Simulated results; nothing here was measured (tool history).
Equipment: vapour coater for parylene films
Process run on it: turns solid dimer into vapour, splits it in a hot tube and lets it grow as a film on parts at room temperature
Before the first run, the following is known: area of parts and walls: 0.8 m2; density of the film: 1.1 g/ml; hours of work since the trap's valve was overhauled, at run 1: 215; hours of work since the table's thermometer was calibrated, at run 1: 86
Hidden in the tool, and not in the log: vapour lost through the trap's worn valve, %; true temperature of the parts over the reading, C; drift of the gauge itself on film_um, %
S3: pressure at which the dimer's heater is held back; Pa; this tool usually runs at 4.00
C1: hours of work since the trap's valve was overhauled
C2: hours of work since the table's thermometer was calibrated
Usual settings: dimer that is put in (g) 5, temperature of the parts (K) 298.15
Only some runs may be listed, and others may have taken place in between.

run 1 hour=0.0 | dimer_that_is_put_in_(g)=5 temperature_of_the_parts_(K)=298.15 S3=4.00 | C1=215 C2=86 | thickness_of_the_film_(nm)=2690
run 2 hour=19.3 | dimer_that_is_put_in_(g)=5 temperature_of_the_parts_(K)=298.15 S3=4.00 | C1=223 C2=94 | thickness_of_the_film_(nm)=2640
run 3 hour=37.9 | dimer_that_is_put_in_(g)=5 temperature_of_the_parts_(K)=298.15 S3=4.00 | C1=231 C2=102 | thickness_of_the_film_(nm)=2610
run 4 hour=53.8 | dimer_that_is_put_in_(g)=6 temperature_of_the_parts_(K)=298.15 S3=4.00 | C1=237 C2=109 | thickness_of_the_film_(nm)=3170
run 5 hour=69.1 | dimer_that_is_put_in_(g)=4 temperature_of_the_parts_(K)=298.15 S3=4.00 | C1=244 C2=115 | thickness_of_the_film_(nm)=2100
-- hour=71.2 table's thermometer calibrated
run 6 hour=89.9 | dimer_that_is_put_in_(g)=4 temperature_of_the_parts_(K)=298.15 S3=4.00 | C1=252 C2=8 | thickness_of_the_film_(nm)=2090
run 7 hour=103.2 | dimer_that_is_put_in_(g)=4 temperature_of_the_parts_(K)=298.15 S3=4.00 | C1=258 C2=13 | thickness_of_the_film_(nm)=2120
run 8 hour=124.5 | dimer_that_is_put_in_(g)=9 temperature_of_the_parts_(K)=298.15 S3=4.00 | C1=267 C2=22 | thickness_of_the_film_(nm)=4710
-- hour=133.0 table's thermometer calibrated, once more
run 9 hour=149.6 | dimer_that_is_put_in_(g)=2 temperature_of_the_parts_(K)=298.15 S3=2.26 | C1=277 C2=7 | thickness_of_the_film_(nm)=1170
run 10 hour=170.5 | dimer_that_is_put_in_(g)=8 temperature_of_the_parts_(K)=290.15 S3=2.26 | C1=286 C2=16 | thickness_of_the_film_(nm)=5360
run 11 hour=194.2 | dimer_that_is_put_in_(g)=5 temperature_of_the_parts_(K)=309.15 S3=4.33 | C1=296 C2=26 | thickness_of_the_film_(nm)=2160

Results for each run, recomputed without the tool's hidden state and with each run's random variation untouched:
run=1 thickness_of_the_film_(nm)=2790
run=2 thickness_of_the_film_(nm)=2740
run=3 thickness_of_the_film_(nm)=2710
run=4 thickness_of_the_film_(nm)=3290
run=5 thickness_of_the_film_(nm)=2190
run=6 thickness_of_the_film_(nm)=2180
run=7 thickness_of_the_film_(nm)=2210
run=8 thickness_of_the_film_(nm)=4930
run=9 thickness_of_the_film_(nm)=1230
run=10 thickness_of_the_film_(nm)=5640
run=11 thickness_of_the_film_(nm)=2270

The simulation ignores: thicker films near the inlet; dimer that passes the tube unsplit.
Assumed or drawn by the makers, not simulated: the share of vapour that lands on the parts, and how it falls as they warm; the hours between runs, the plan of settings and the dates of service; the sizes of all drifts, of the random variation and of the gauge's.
